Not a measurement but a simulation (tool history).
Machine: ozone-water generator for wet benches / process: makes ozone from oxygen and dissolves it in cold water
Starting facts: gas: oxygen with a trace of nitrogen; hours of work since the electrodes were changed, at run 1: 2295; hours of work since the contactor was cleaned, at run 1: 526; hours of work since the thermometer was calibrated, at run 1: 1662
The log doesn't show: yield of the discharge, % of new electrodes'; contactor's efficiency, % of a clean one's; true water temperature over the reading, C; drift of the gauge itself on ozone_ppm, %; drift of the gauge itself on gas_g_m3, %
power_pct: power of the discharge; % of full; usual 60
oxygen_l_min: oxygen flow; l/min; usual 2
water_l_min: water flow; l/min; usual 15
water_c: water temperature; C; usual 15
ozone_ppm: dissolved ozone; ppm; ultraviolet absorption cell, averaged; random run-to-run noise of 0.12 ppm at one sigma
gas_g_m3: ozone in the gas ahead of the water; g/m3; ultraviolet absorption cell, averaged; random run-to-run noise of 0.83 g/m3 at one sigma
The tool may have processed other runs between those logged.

| run | hour | power_pct | oxygen_l_min | water_l_min | water_c | hours of work since the electrodes were changed | hours of work since the contactor was cleaned | hours of work since the thermometer was calibrated | ozone_ppm | gas_g_m3 |
|---|---|---|---|---|---|---|---|---|---|---|
| 1 | 0 | 60 | 2 | 15 | 15 | 2295 | 526 | 1662 | 10.2 | 130.8 |
| 2 | 44.8 | 60 | 2 | 15 | 15 | 2331 | 562 | 1698 | 10.2 | 133.4 |
| 3 | 78.3 | 60 | 2 | 15 | 15 | 2358 | 589 | 1725 | 10.5 | 133 |
| 4 | 115.6 | 60 | 2 | 15 | 15 | 2388 | 619 | 1755 | 10.1 | 132.9 |
| 5 | 153.9 | 60 | 2 | 15 | 15 | 2419 | 650 | 1786 | 10.3 | 132.4 |
| 6 | 197.2 | 60 | 2 | 15 | 15 | 2454 | 685 | 1821 | 10.3 | 131.7 |
| 7 | 245.9 | 53 | 2 | 15 | 15 | 2494 | 725 | 1860 | 9.1 | 116.9 |
| 8 | 297.2 | 53 | 2 | 15 | 15 | 2535 | 766 | 1902 | 8.9 | 117.4 |
| 9 | 342.7 | 60 | 2 | 15 | 15 | 2572 | 803 | 1939 | 10.1 | 133 |
| 10 | 391.4 | 60 | 2 | 15 | 15 | 2611 | 842 | 1978 | 10.3 | 133.2 |
| 11 | 452.4 | 60 | 2 | 15 | 15 | 2661 | 891 | 2027 | 10.4 | 131.5 |
| 12 | 501.1 | 60 | 2 | 15 | 15 | 2700 | 931 | 2067 | 10.3 | 132.9 |
| 13 | 534.7 | 60 | 2 | 15 | 7 | 2727 | 958 | 2094 | 10.9 | 132.9 |
| 14 | 587 | 63 | 2 | 14 | 8 | 2769 | 1000 | 2136 | 12 | 138.2 |
| 15 | 642.6 | 63 | 2 | 14 | 8 | 2814 | 1045 | 2181 | 12.1 | 137.3 |
| 16 | 693.3 | 60 | 2.3 | 15 | 15 | 2855 | 1086 | 2222 | 10.3 | 123 |
| 17 | 742.4 | 60 | 2.3 | 15 | 15 | 2895 | 1126 | 2262 | 10.3 | 121.8 |

The next listed run, before its measurement:
| 18 | 768.8 | 56 | 1.03 | 15 | 10 | 2916 | 1147 | 2283 | ? | ? |

Run 18 came out at ozone_ppm 8.4 ppm, gas_g_m3 179.1 g/m3.
With no hidden state in the tool, this same run would have given ozone_ppm 8.4 ppm, gas_g_m3 179.3 g/m3.
